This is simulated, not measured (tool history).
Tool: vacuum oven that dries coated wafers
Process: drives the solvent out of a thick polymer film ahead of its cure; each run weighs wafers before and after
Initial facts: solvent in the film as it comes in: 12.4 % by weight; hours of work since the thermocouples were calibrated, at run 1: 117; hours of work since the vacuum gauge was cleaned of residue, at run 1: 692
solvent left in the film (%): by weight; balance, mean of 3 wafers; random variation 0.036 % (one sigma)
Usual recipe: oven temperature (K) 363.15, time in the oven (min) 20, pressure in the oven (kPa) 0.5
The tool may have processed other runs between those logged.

run   hour  oven temperature (K)  time in the oven (min)  pressure in the oven (kPa)  hours of work since the thermocouples were calibrated  hours of work since the vacuum gauge was cleaned of residue  solvent left in the film (%)
  1      0                363.15                      20                         0.5                                                    117                                                          692                          0.85
  2     39                363.15                      20                         0.5                                                    133                                                          708                          0.86
  3   74.5                351.15                      20                         0.5                                                    147                                                          722                           3.6
  4    112                351.15                      20                         0.5                                                    163                                                          738                          3.67
  5  148.5                363.15                      17                         0.5                                                    177                                                          752                          1.19
  6  200.1                348.15                      12                       0.567                                                    198                                                          773                          6.22
  7  237.4                368.15                      20                       1.496                                                    213                                                          788                          0.75
  8  266.3                368.15                      20                       1.496                                                    225                                                          800                          0.76
  9  289.7                353.15                      23                       1.324                                                    234                                                          809                          2.93
 10  337.2                353.15                      23                       1.324                                                    253                                                          828                          2.97

Same runs, no hidden state in the tool, same run-to-run variation:
The tool's hidden condition here consists of: true wafer temperature over the reading, C; true pressure over the reading, kPa; drift of the gauge itself on solvent_pct, %.
run  solvent left in the film (%)
  1                          0.81
  2                          0.81
  3                          3.57
  4                          3.64
  5                          1.16
  6                          6.21
  7                          0.71
  8                          0.73
  9                          2.92
 10                          2.97

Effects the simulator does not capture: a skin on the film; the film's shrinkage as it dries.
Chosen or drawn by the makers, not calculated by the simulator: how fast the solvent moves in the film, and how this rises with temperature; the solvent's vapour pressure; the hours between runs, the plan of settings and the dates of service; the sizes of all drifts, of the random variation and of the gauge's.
